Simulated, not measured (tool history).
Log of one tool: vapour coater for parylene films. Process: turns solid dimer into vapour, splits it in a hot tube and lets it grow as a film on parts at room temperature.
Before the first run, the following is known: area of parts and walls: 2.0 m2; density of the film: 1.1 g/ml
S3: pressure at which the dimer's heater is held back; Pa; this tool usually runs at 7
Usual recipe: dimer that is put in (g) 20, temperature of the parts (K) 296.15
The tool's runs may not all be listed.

run 1 hour=0 | dimer_that_is_put_in_(g)=20 temperature_of_the_parts_(K)=296.15 S3=7 | thickness_of_the_film_(nm)=5770
run 2 hour=29.1 | dimer_that_is_put_in_(g)=20 temperature_of_the_parts_(K)=296.15 S3=7 | thickness_of_the_film_(nm)=5720
run 3 hour=60.5 | dimer_that_is_put_in_(g)=20 temperature_of_the_parts_(K)=296.15 S3=7 | thickness_of_the_film_(nm)=5590
run 4 hour=94.2 | dimer_that_is_put_in_(g)=20 temperature_of_the_parts_(K)=296.15 S3=7 | thickness_of_the_film_(nm)=5520
run 5 hour=118 | dimer_that_is_put_in_(g)=20 temperature_of_the_parts_(K)=296.15 S3=4.6 | thickness_of_the_film_(nm)=5580
run 6 hour=141.1 | dimer_that_is_put_in_(g)=20 temperature_of_the_parts_(K)=292.15 S3=7 | thickness_of_the_film_(nm)=6420
-- hour=161.6 trap's valve overhauled
run 7 hour=170.2 | dimer_that_is_put_in_(g)=20 temperature_of_the_parts_(K)=296.15 S3=7 | thickness_of_the_film_(nm)=5880
run 8 hour=210.8 | dimer_that_is_put_in_(g)=28 temperature_of_the_parts_(K)=296.15 S3=7 | thickness_of_the_film_(nm)=8320
run 9 hour=261.5 | dimer_that_is_put_in_(g)=28 temperature_of_the_parts_(K)=296.15 S3=7 | thickness_of_the_film_(nm)=8120
run 10 hour=309.9 | dimer_that_is_put_in_(g)=28 temperature_of_the_parts_(K)=296.15 S3=7 | thickness_of_the_film_(nm)=8060
run 11 hour=358.1 | dimer_that_is_put_in_(g)=22 temperature_of_the_parts_(K)=289.15 S3=7 | thickness_of_the_film_(nm)=8220
run 12 hour=382.9 | dimer_that_is_put_in_(g)=22 temperature_of_the_parts_(K)=289.15 S3=7 | thickness_of_the_film_(nm)=8220
run 13 hour=415.1 | dimer_that_is_put_in_(g)=27 temperature_of_the_parts_(K)=289.15 S3=3.07 | thickness_of_the_film_(nm)=10630
run 14 hour=467.6 | dimer_that_is_put_in_(g)=8 temperature_of_the_parts_(K)=295.15 S3=3.03 | thickness_of_the_film_(nm)=2410
-- hour=498.7 trap's valve overhauled
run 15 hour=515 | dimer_that_is_put_in_(g)=13 temperature_of_the_parts_(K)=291.15 S3=3.94 | thickness_of_the_film_(nm)=4970
run 16 hour=558 | dimer_that_is_put_in_(g)=13 temperature_of_the_parts_(K)=299.15 S3=7 | thickness_of_the_film_(nm)=3410
run 17 hour=582.3 | dimer_that_is_put_in_(g)=13 temperature_of_the_parts_(K)=299.15 S3=7 | thickness_of_the_film_(nm)=3380
run 18 hour=607.8 | dimer_that_is_put_in_(g)=9 temperature_of_the_parts_(K)=302.15 S3=4.76 | thickness_of_the_film_(nm)=2070
run 19 hour=657.4 | dimer_that_is_put_in_(g)=9 temperature_of_the_parts_(K)=302.15 S3=4.76 | thickness_of_the_film_(nm)=2120
run 20 hour=685.4 | dimer_that_is_put_in_(g)=12 temperature_of_the_parts_(K)=288.15 S3=11.93 | thickness_of_the_film_(nm)=4640

Same runs, no hidden state in the tool, same run-to-run variation:
The hidden state here: vapour lost through the trap's worn valve, %; true temperature of the parts over the reading, C; drift of the gauge itself on film_um, %.
run=1 thickness_of_the_film_(nm)=6060
run=2 thickness_of_the_film_(nm)=6070
run=3 thickness_of_the_film_(nm)=5990
run=4 thickness_of_the_film_(nm)=5980
run=5 thickness_of_the_film_(nm)=6100
run=6 thickness_of_the_film_(nm)=7050
run=7 thickness_of_the_film_(nm)=5950
run=8 thickness_of_the_film_(nm)=8520
run=9 thickness_of_the_film_(nm)=8440
run=10 thickness_of_the_film_(nm)=8500
run=11 thickness_of_the_film_(nm)=8800
run=12 thickness_of_the_film_(nm)=8870
run=13 thickness_of_the_film_(nm)=11580
run=14 thickness_of_the_film_(nm)=2670
run=15 thickness_of_the_film_(nm)=5010
run=16 thickness_of_the_film_(nm)=3480
run=17 thickness_of_the_film_(nm)=3480
run=18 thickness_of_the_film_(nm)=2150
run=19 thickness_of_the_film_(nm)=2230
run=20 thickness_of_the_film_(nm)=4920
